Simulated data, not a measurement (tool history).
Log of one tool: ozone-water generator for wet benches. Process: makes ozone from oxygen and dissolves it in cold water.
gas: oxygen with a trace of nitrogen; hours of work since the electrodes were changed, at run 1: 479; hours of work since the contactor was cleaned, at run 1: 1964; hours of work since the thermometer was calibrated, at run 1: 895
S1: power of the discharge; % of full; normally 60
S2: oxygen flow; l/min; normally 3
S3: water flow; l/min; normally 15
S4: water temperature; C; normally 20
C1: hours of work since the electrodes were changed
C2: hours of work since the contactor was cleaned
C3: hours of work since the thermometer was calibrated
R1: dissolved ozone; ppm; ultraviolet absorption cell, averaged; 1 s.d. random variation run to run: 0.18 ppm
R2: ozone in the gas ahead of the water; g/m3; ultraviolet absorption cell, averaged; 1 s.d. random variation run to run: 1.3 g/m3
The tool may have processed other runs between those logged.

run 1 day=0 | S1=60 S2=3 S3=15 S4=20 | C1=479 C2=1964 C3=895 | R1=23 R2=247.6
run 2 day=6.096 | S1=60 S2=3 S3=15 S4=20 | C1=578 C2=2062 C3=994 | R1=22.5 R2=245.5
run 3 day=10.554 | S1=60 S2=3 S3=15 S4=20 | C1=650 C2=2134 C3=1066 | R1=22.6 R2=242.1
run 4 day=16.608 | S1=60 S2=3 S3=15 S4=13 | C1=748 C2=2232 C3=1164 | R1=24.4 R2=242.3
run 5 day=21.088 | S1=60 S2=3 S3=10 S4=20 | C1=821 C2=2305 C3=1236 | R1=31.9 R2=245.5
run 6 day=26.871 | S1=60 S2=3 S3=15 S4=26 | C1=914 C2=2398 C3=1330 | R1=20.7 R2=244.1
run 7 day=32.792 | S1=60 S2=3 S3=15 S4=23 | C1=1010 C2=2494 C3=1426 | R1=21.4 R2=241.4
run 8 day=38.7 | S1=60 S2=3 S3=15 S4=19 | C1=1106 C2=2590 C3=1521 | R1=22.2 R2=241.6
run 9 day=43.717 | S1=60 S2=3 S3=15 S4=19 | C1=1187 C2=2671 C3=1603 | R1=22.2 R2=240.6
run 10 day=46.404 | S1=60 S2=3 S3=12 S4=19 | C1=1231 C2=2715 C3=1646 | R1=27.5 R2=240
run 11 day=51.388 | S1=60 S2=3 S3=12 S4=19 | C1=1311 C2=2795 C3=1727 | R1=27 R2=237.5
run 12 day=53.929 | S1=60 S2=3 S3=12 S4=19 | C1=1352 C2=2837 C3=1768 | R1=27 R2=238.8
run 13 day=56.967 | S1=60 S2=3 S3=12 S4=19 | C1=1402 C2=2886 C3=1817 | R1=27 R2=240
run 14 day=59.75 | S1=60 S2=3 S3=12 S4=19 | C1=1447 C2=2931 C3=1862 | R1=27.1 R2=240.1
-- day=60.329 water thermometer calibrated
run 15 day=62.388 | S1=60 S2=3 S3=13 S4=18 | C1=1489 C2=2973 C3=33 | R1=25.6 R2=236.6
run 16 day=65.033 | S1=60 S2=3 S3=13 S4=18 | C1=1532 C2=3016 C3=76 | R1=25.5 R2=237.3
run 17 day=70.146 | S1=60 S2=3 S3=13 S4=18 | C1=1615 C2=3099 C3=159 | R1=24.9 R2=237.5
run 18 day=75.492 | S1=60 S2=3 S3=15 S4=14 | C1=1701 C2=3185 C3=245 | R1=22.9 R2=237.7
run 19 day=80.296 | S1=69 S2=1.53 S3=15 S4=16 | C1=1779 C2=3263 C3=323 | R1=22.3 R2=381.4
run 20 day=83.188 | S1=45 S2=3 S3=22 S4=20 | C1=1826 C2=3310 C3=370 | R1=12.1 R2=203.4
run 21 day=87.854 | S1=45 S2=2.34 S3=17 S4=26 | C1=1901 C2=3385 C3=446 | R1=14.8 R2=233.9
run 22 day=91.312 | S1=45 S2=5.39 S3=17 S4=17 | C1=1957 C2=3441 C3=502 | R1=16.4 R2=141.6
run 23 day=96.492 | S1=45 S2=3.97 S3=10 S4=17 | C1=2041 C2=3525 C3=585 | R1=25.5 R2=171.2
-- day=96.938 water thermometer calibrated, once more
run 24 day=99.275 | S1=45 S2=3.97 S3=10 S4=17 | C1=2086 C2=3570 C3=38 | R1=26.1 R2=170
run 25 day=103.162 | S1=45 S2=3.97 S3=10 S4=17 | C1=2149 C2=3633 C3=101 | R1=25.9 R2=169
run 26 day=107.3 | S1=45 S2=3.97 S3=10 S4=17 | C1=2216 C2=3700 C3=168 | R1=25.6 R2=168.8
run 27 day=113.1 | S1=92 S2=3 S3=15 S4=17 | C1=2310 C2=3794 C3=262 | R1=27.1 R2=294.5

Below are 5 alternative next runs, each starting from the tool's condition after run 27. Predict each:
-- day=117.342 contactor cleaned
run A day=118.8 | S1=98 S2=3 S3=13 S4=17 | C1=2399 C2=24 C3=351 | R1=? R2=?
-- day=117.342 contactor cleaned
run B day=118.8 | S1=60 S2=3 S3=14 S4=20 | C1=2399 C2=24 C3=351 | R1=? R2=?
-- day=117.342 contactor cleaned
run C day=118.8 | S1=92 S2=3 S3=15 S4=19 | C1=2399 C2=24 C3=351 | R1=? R2=?
-- day=117.342 contactor cleaned
run D day=118.8 | S1=92 S2=3.66 S3=15 S4=17 | C1=2399 C2=24 C3=351 | R1=? R2=?
-- day=117.342 contactor cleaned
run E day=118.8 | S1=60 S2=3 S3=15 S4=19 | C1=2399 C2=24 C3=351 | R1=? R2=?

run=A R1=34.2 R2=296.3
run=B R1=24.3 R2=232.6
run=C R1=28.4 R2=289.5
run=D R1=29.2 R2=257.7
run=E R1=23 R2=232.8
Without the tool's unlogged condition, the same runs would have read:
run=A R1=37.6 R2=325.3
run=B R1=26.2 R2=250.1
run=C R1=31.2 R2=316.9
run=D R1=32.1 R2=282
run=E R1=24.8 R2=250.2
